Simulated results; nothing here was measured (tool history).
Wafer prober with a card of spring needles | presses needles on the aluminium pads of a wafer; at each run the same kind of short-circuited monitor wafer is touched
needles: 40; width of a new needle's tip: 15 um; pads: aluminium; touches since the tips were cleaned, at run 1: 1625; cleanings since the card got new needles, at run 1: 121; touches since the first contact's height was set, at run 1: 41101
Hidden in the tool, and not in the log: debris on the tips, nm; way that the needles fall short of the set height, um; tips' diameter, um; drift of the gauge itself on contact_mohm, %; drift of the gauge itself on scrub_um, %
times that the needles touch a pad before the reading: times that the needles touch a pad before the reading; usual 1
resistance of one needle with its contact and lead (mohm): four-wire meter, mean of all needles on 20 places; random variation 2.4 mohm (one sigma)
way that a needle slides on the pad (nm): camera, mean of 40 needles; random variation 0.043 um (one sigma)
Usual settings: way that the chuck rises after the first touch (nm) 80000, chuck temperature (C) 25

run,hour,way that the chuck rises after the first touch (nm),chuck temperature (C),times that the needles touch a pad before the reading,touches since the tips were cleaned,cleanings since the card got new needles,touches since the first contact's height was set,resistance of one needle with its contact and lead (mohm),way that a needle slides on the pad (nm)
1,0,80000,25,1,1625,121,41101,427,11900
# hour 1.8: tips cleaned on abrasive film
# hour 10.3: tips cleaned on abrasive film
# hour 17.8: tips cleaned on abrasive film
# hour 25.4: tips cleaned on abrasive film
2,25.4,80000,25,1,0,125,47604,284,11920
# hour 33.1: tips cleaned on abrasive film
# hour 41.6: tips cleaned on abrasive film
3,44.1,76000,25,1,644,127,52410,366,11250
# hour 48.8: tips cleaned on abrasive film
# hour 56.3: tips cleaned on abrasive film
# hour 64.7: tips cleaned on abrasive film
4,69.7,76000,25,1,1297,130,58976,425,11170
# hour 72.6: tips cleaned on abrasive film
# hour 80.4: tips cleaned on abrasive film
# hour 87.8: tips cleaned on abrasive film
5,91.2,76000,25,1,882,133,64486,385,11190
# hour 95.8: tips cleaned on abrasive film
# hour 104.1: tips cleaned on abrasive film
6,105.7,80000,25,3,415,135,68213,296,11870
# hour 112.6: tips cleaned on abrasive film
# hour 120.6: tips cleaned on abrasive film
# hour 128.7: tips cleaned on abrasive film
7,129.5,80000,25,3,222,138,74323,291,11780
# hour 136.1: tips cleaned on abrasive film
# hour 144.3: tips cleaned on abrasive film
8,148.2,80000,25,1,1024,140,79118,385,11770
# hour 151.7: tips cleaned on abrasive film
# hour 159.6: tips cleaned on abrasive film
9,165.5,80000,25,2,1531,142,83571,375,11790
# hour 167.3: tips cleaned on abrasive film
# hour 174.6: tips cleaned on abrasive film
# hour 182.2: tips cleaned on abrasive film
10,184.3,80000,25,2,546,145,88376,313,11780
# hour 189.2: tips cleaned on abrasive film
# hour 197.2: tips cleaned on abrasive film
11,201.6,89000,25,1,1163,147,92820,374,13110
# hour 205: tips cleaned on abrasive film
# hour 213.6: tips cleaned on abrasive film
12,219.2,89000,25,1,1456,149,97336,389,13030
# hour 221: tips cleaned on abrasive film
# hour 228.9: tips cleaned on abrasive film
13,230.7,80000,25,1,464,151,100280,334,11660
# hour 236: tips cleaned on abrasive film
# hour 243: tips cleaned on abrasive film
14,248.5,80000,56,1,1434,153,104854,436,11680
# hour 250.3: tips cleaned on abrasive film
# hour 258.4: tips cleaned on abrasive film
# hour 267: tips cleaned on abrasive film
15,269.1,80000,56,1,555,156,110128,365,11620
# hour 273.9: tips cleaned on abrasive film
# hour 281.8: tips cleaned on abrasive film
16,287.2,80000,56,1,1407,158,114763,414,11650
# hour 289: tips cleaned on abrasive film
# hour 297.6: tips cleaned on abrasive film
# hour 309.6: card fitted with new needles
17,315.2,60000,110,1,1455,0,1455,453,9100
# hour 317: tips cleaned on abrasive film
# hour 324.4: tips cleaned on abrasive film
# hour 333: tips cleaned on abrasive film
18,333.1,94000,118,2,35,3,6031,300,14220
# hour 340: tips cleaned on abrasive film
19,345.9,94000,118,2,1538,4,9340,336,14260
# hour 347.8: tips cleaned on abrasive film
# hour 355.9: tips cleaned on abrasive film
20,362,80000,54,1,1596,6,13471,388,12050
# hour 363.9: tips cleaned on abrasive film
# hour 371.6: tips cleaned on abrasive film
21,377.8,80000,54,1,1591,8,17500,380,12110
# hour 379.6: tips cleaned on abrasive film
# hour 387.2: tips cleaned on abrasive film
# hour 395.8: tips cleaned on abrasive film
22,395.9,74000,25,1,34,11,22138,285,11060
# hour 404.2: tips cleaned on abrasive film
# hour 412.5: tips cleaned on abrasive film
23,412.7,74000,25,1,52,13,26450,290,11140

The same runs without the tool's hidden state, with the same run-to-run variation:
run,resistance of one needle with its contact and lead (mohm),way that a needle slides on the pad (nm)
1,268,12070
2,267,12130
3,272,11480
4,270,11420
5,270,11470
6,273,12170
7,271,12110
8,267,12110
9,272,12150
10,270,12160
11,265,13520
12,268,13450
13,267,12100
14,282,12140
15,279,12110
16,275,12160
17,304,9100
18,295,14250
19,294,14310
20,278,12100
21,276,12180
22,271,11160
23,270,11250
